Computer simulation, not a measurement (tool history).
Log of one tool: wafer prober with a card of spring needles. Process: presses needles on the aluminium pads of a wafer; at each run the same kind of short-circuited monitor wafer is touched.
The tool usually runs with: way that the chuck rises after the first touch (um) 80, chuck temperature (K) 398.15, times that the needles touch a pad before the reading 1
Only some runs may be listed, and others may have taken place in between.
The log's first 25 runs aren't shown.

run,hour,way that the chuck rises after the first touch (um),chuck temperature (K),times that the needles touch a pad before the reading,resistance of one needle with its contact and lead (mohm),way that a needle slides on the pad (um)
# hour 292.5: tips cleaned on abrasive film
26,295.1,88,398.15,2,242,16.37
# hour 307.9: tips cleaned on abrasive film
27,308.4,88,398.15,2,240,16.27
# hour 322.7: tips cleaned on abrasive film
28,323.8,88,398.15,2,240,16.20
29,332.1,66,316.15,1,270,12.11
# hour 337.5: tips cleaned on abrasive film
30,342.0,86,376.15,2,237,15.94
# hour 352.7: tips cleaned on abrasive film
31,353.3,67,398.15,1,239,12.27
32,362.2,67,398.15,1,276,12.34
# hour 367.3: tips cleaned on abrasive film
33,370.0,71,324.15,1,238,13.05
34,379.7,71,306.15,1,267,13.06

Predict each of these 3 candidate next runs independently; none follows another, all start after run 34:
# hour 382.7: tips cleaned on abrasive film
A,395.0,71,312.15,1,?,?
# hour 382.7: tips cleaned on abrasive film
B,395.0,61,362.15,1,?,?
# hour 382.7: tips cleaned on abrasive film
C,395.0,99,361.15,2,?,?

run,resistance of one needle with its contact and lead (mohm),way that a needle slides on the pad (um)
A,270,13.13
B,292,11.15
C,240,18.33
Had the tool no hidden state, the same runs would have come out as:
run,resistance of one needle with its contact and lead (mohm),way that a needle slides on the pad (um)
A,216,13.30
B,226,11.32
C,223,18.50
